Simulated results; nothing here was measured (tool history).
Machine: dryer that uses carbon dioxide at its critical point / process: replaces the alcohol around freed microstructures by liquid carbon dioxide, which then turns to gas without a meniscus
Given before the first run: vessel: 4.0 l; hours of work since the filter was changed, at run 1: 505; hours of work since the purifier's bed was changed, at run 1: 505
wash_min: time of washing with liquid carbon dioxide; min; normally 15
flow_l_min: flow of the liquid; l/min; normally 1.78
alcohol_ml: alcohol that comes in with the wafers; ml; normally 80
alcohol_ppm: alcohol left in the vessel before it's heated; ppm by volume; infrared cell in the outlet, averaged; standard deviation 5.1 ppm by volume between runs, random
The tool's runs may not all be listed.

run,hour,wash_min,flow_l_min,alcohol_ml,hours of work since the filter was changed,hours of work since the purifier's bed was changed,alcohol_ppm
1,0.0,15,1.78,80,505,505,234
2,56.9,15,1.78,80,541,541,245
3,96.0,15,1.78,80,566,566,270
# hour 103.7: inlet filter changed
4,132.3,15,1.78,80,18,588,178
5,180.7,15,1.78,80,49,619,189
6,231.9,15,1.78,80,81,651,208
7,280.6,15,1.78,80,112,682,202
8,309.2,15,1.78,80,130,700,213
9,345.5,15,1.78,80,153,723,231
10,372.8,15,1.78,80,170,740,222
11,430.6,17,1.78,80,207,777,211
12,488.7,10,1.46,26,243,813,471
13,535.7,16,1.97,48,273,843,204
# hour 566.5: purifier's bed changed
14,571.5,16,1.97,48,294,3,25
15,630.0,9,2.38,79,331,40,277
16,679.9,9,2.11,80,362,72,450
17,711.8,10,2.41,28,382,92,84
18,741.4,11,1.78,80,401,110,450
19,787.8,12,1.78,83,430,140,342
20,842.4,12,2.21,118,465,174,221
21,892.9,15,1.24,80,497,206,570
22,921.1,9,1.12,71,514,224,2551

Forecast each of these 5 alternatives for the next run:
A,976.4,9,1.25,29,549,259,?
B,976.4,9,1.65,67,549,259,?
C,976.4,15,1.55,71,549,259,?
D,976.4,21,1.31,103,549,259,?
E,976.4,15,1.91,54,549,259,?

run,alcohol_ppm
A,905
B,1040
C,266
D,194
E,133
With the hidden condition removed and each run's random variation left untouched, the same runs would have given:
run,alcohol_ppm
A,571
B,585
C,92
D,50
E,34

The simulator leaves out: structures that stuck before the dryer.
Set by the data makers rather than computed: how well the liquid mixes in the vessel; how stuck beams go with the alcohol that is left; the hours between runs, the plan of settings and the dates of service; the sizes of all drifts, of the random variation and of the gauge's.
